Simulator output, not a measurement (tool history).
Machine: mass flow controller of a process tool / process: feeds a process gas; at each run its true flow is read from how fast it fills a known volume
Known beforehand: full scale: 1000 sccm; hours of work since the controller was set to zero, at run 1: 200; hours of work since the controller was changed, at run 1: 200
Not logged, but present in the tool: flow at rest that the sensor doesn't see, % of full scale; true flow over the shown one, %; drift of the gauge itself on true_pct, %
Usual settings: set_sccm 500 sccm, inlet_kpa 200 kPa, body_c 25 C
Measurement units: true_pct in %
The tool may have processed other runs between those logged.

run	hour	set_sccm	inlet_kpa	body_c	hours of work since the controller was set to zero	hours of work since the controller was changed	true_pct
1	0.0	500	200	25	200	200	99.94
2	66.6	469	200	25	240	240	99.93
3	115.7	469	200	25	269	269	99.96
4	158.4	989	200	25	295	295	100.00
5	243.7	989	200	25	346	346	100.10
6	325.0	989	200	25	394	394	100.16
7	403.8	989	200	25	441	441	100.11
8	471.0	500	200	39	481	481	99.28
9	510.0	500	200	39	504	504	99.34
10	550.9	500	200	32	529	529	99.65
11	613.8	500	200	32	566	566	99.69
# hour 621.6: controller's zero set anew
12	702.9	100	253	25	48	619	100.82
13	739.3	121	245	23	70	641	100.80
14	803.2	340	146	23	108	679	100.46
# hour 811.0: controller's zero set anew, once more
15	876.2	403	200	28	39	722	99.76
16	945.1	105	200	34	80	763	99.48
17	1032.7	163	202	22	132	815	99.99

Subtracting, for every run, the result it would have given without the tool's unlogged condition from the measured result gives the following. The same run-to-run variation enters both numbers; the gauge's scatter may not:
run	true_pct
1	+0.16
2	+0.18
3	+0.19
4	+0.15
5	+0.16
6	+0.18
7	+0.19
8	+0.27
9	+0.27
10	+0.28
11	+0.29
12	+1.47
13	+1.27
14	+0.56
15	+0.21
16	+0.40
17	+0.36
